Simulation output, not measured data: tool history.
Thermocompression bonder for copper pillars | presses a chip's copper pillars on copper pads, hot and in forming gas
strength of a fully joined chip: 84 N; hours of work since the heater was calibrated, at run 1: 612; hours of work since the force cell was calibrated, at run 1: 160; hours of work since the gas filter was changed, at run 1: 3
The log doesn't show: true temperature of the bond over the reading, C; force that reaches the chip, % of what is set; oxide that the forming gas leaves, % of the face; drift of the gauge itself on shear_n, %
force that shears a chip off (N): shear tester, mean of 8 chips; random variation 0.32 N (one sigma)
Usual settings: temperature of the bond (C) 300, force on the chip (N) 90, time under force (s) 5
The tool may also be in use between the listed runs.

| run | hour | temperature of the bond (C) | force on the chip (N) | time under force (s) | hours of work since the heater was calibrated | hours of work since the force cell was calibrated | hours of work since the gas filter was changed | force that shears a chip off (N) |
|---|---|---|---|---|---|---|---|---|
| 1 | 0.0 | 300 | 90 | 5 | 612 | 160 | 3 | 37.6 |
| 2 | 6.2 | 300 | 99 | 5 | 615 | 163 | 6 | 41.0 |
| 3 | 17.8 | 300 | 99 | 5 | 620 | 168 | 11 | 40.5 |
| 4 | 23.0 | 319 | 99 | 5 | 623 | 170 | 14 | 51.4 |
| 5 | 31.4 | 319 | 99 | 5 | 627 | 174 | 18 | 50.4 |
| 6 | 37.4 | 319 | 99 | 5 | 630 | 177 | 20 | 50.9 |
| 7 | 48.2 | 319 | 99 | 5 | 635 | 182 | 25 | 51.2 |
| 8 | 57.9 | 300 | 57 | 5 | 639 | 187 | 30 | 22.7 |
| 9 | 69.5 | 300 | 57 | 5 | 644 | 192 | 35 | 23.0 |
| 10 | 81.2 | 300 | 57 | 8 | 650 | 198 | 41 | 27.8 |
| 11 | 93.2 | 300 | 77 | 5 | 656 | 203 | 46 | 31.4 |
| 12 | 98.4 | 300 | 90 | 6 | 658 | 206 | 49 | 39.4 |
| 13 | 105.1 | 300 | 90 | 6 | 661 | 209 | 52 | 38.7 |
| 14 | 115.3 | 300 | 90 | 6 | 666 | 213 | 57 | 38.8 |
| 15 | 124.6 | 293 | 90 | 5 | 670 | 218 | 61 | 33.1 |
| 16 | 133.8 | 300 | 90 | 5 | 674 | 222 | 65 | 35.8 |
| 17 | 139.4 | 300 | 90 | 5 | 677 | 225 | 68 | 36.2 |
| 18 | 144.5 | 292 | 90 | 5 | 679 | 227 | 70 | 32.5 |
| 19 | 153.3 | 292 | 90 | 5 | 683 | 231 | 74 | 31.7 |
| 20 | 164.8 | 292 | 90 | 5 | 689 | 236 | 80 | 32.2 |
| 21 | 173.0 | 292 | 90 | 5 | 693 | 240 | 83 | 31.8 |
|  | 175.6 | heater calibrated with a thermocouple chip |
| 22 | 185.7 | 292 | 90 | 5 | 5 | 245 | 88 | 32.5 |
| 23 | 193.5 | 278 | 90 | 8 | 8 | 249 | 92 | 31.6 |
| 24 | 202.8 | 329 | 56 | 7 | 13 | 253 | 96 | 37.2 |
| 25 | 212.6 | 329 | 56 | 7 | 17 | 258 | 101 | 37.3 |
|  | 222.9 | heater calibrated with a thermocouple chip, once more |
| 26 | 223.9 | 329 | 56 | 7 | 0 | 262 | 105 | 35.1 |
| 27 | 232.7 | 274 | 103 | 5 | 5 | 266 | 109 | 25.9 |
| 28 | 245.1 | 300 | 90 | 6 | 10 | 272 | 115 | 35.6 |
| 29 | 256.6 | 272 | 62 | 6 | 16 | 277 | 121 | 15.1 |
| 30 | 264.5 | 272 | 62 | 6 | 19 | 281 | 124 | 15.0 |
| 31 | 274.6 | 295 | 68 | 5 | 24 | 286 | 129 | 23.2 |
| 32 | 284.9 | 295 | 68 | 5 | 29 | 291 | 134 | 23.1 |
| 33 | 294.5 | 322 | 100 | 5 | 33 | 295 | 138 | 47.4 |
| 34 | 299.7 | 322 | 100 | 5 | 36 | 297 | 141 | 47.0 |
| 35 | 311.2 | 285 | 68 | 6 | 41 | 303 | 146 | 21.1 |
| 36 | 323.6 | 291 | 122 | 6 | 47 | 309 | 152 | 41.5 |
|  | 331.1 | forming gas filter changed |
| 37 | 332.4 | 291 | 122 | 6 | 51 | 312 | 1 | 46.1 |
| 38 | 340.0 | 325 | 90 | 6 | 54 | 316 | 4 | 52.2 |
| 39 | 346.3 | 321 | 66 | 5 | 57 | 319 | 7 | 35.8 |

The same runs without the tool's hidden state, with the same run-to-run variation:
| run | force that shears a chip off (N) |
|---|---|
| 1 | 36.5 |
| 2 | 39.9 |
| 3 | 39.6 |
| 4 | 50.6 |
| 5 | 49.7 |
| 6 | 50.2 |
| 7 | 50.7 |
| 8 | 22.3 |
| 9 | 22.6 |
| 10 | 27.5 |
| 11 | 31.1 |
| 12 | 39.3 |
| 13 | 38.7 |
| 14 | 38.8 |
| 15 | 33.1 |
| 16 | 36.0 |
| 17 | 36.4 |
| 18 | 32.7 |
| 19 | 32.0 |
| 20 | 32.6 |
| 21 | 32.3 |
| 22 | 32.5 |
| 23 | 31.5 |
| 24 | 37.7 |
| 25 | 37.9 |
| 26 | 37.8 |
| 27 | 28.1 |
| 28 | 38.6 |
| 29 | 16.4 |
| 30 | 16.4 |
| 31 | 25.4 |
| 32 | 25.4 |
| 33 | 52.1 |
| 34 | 51.8 |
| 35 | 23.3 |
| 36 | 46.1 |
| 37 | 46.1 |
| 38 | 52.3 |
| 39 | 35.9 |
